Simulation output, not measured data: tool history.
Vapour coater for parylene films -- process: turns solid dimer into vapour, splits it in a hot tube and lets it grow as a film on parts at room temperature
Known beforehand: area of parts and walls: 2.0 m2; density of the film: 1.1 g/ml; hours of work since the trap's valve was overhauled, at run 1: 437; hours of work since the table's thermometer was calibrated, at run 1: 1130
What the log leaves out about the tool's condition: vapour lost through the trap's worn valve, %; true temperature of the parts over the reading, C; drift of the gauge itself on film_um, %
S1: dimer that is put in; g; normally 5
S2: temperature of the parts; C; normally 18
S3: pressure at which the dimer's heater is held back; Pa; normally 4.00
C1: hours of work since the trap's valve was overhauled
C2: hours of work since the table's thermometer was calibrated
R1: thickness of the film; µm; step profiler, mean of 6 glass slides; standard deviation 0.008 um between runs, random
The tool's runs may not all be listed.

run    hour  S1  S2     S3   C1    C2     R1
  1     0.0   5  18   4.00  437  1130  1.630
  2    26.3   5  18   4.00  457  1150  1.627
  3    64.1   5  18   4.00  486  1178  1.616
  4    96.3   5  18   4.00  510  1202  1.634
  5   116.7   5  18   4.00  525  1217  1.619
  6   141.9   5  28   4.00  544  1236  1.234
  7   173.1   5  28   4.00  567  1260  1.248
  8   213.1   5  18   4.00  597  1290  1.610
      227.2  -- trap's valve overhauled
  9   246.0   5  18   4.00   14  1312  1.719
 10   276.2   5  18   4.00   37  1334  1.706
 11   294.5   5  18   4.00   51  1348  1.710
 12   319.0   5  19   4.00   69  1366  1.651
 13   343.6   5  19   4.00   87  1385  1.662
 14   370.1   5  19   4.00  107  1405  1.654
 15   387.3   6  18   4.00  120  1418  2.015
 16   414.1   6  18   4.00  140  1438  2.035
 17   454.0   6  18   4.00  170  1468  2.027
 18   487.8   5  20   4.00  196  1493  1.588
 19   522.3   5  18   4.00  222  1519  1.673
 20   551.8   5  18   4.00  244  1541  1.663
      556.0  -- table's thermometer calibrated
 21   586.5   5  18   4.00  269    23  1.689
 22   606.7   5  18   4.00  284    38  1.675
      626.2  -- table's thermometer calibrated, once more
 23   648.3   5  18   4.00  315    17  1.619
 24   689.0   5  18   4.00  345    47  1.623
 25   715.1   5  18   2.21  365    67  1.726
 26   736.8   5  18   2.21  381    83  1.718
 27   764.0   5  18   2.21  402   104  1.713
 28   795.6   6  27   8.30  425   127  1.430
 29   816.6   4  25   3.75  441   143  1.064
 30   847.7   3  13  10.37  465   166  1.000
 31   874.8   3  13  10.37  485   187  0.997
 32   899.1   3  13  10.37  503   205  1.002
 33   932.7   5  24   2.52  528   230  1.436
 34   954.2   2  27   2.28  545   246  0.520
 35   990.4   5  18   2.63  572   274  1.659
 36  1008.6   4  15   2.63  585   287  1.416
 37  1030.4   6  18   8.45  602   304  1.776
     1038.0  -- trap's valve overhauled
 38  1055.4   8  11   5.85   13   319  3.120
 39  1072.1   5  11   5.85   26   332  1.941
 40  1100.0   5  17   7.57   47   353  1.627

Run 41 comes next. What will it give?
 41  1119.4   5  17  7.57  61  367   ?

R1: 1.618 µm
With the hidden condition absent and the run-to-run variation left alone, this run would have shown R1 1.619 µm.
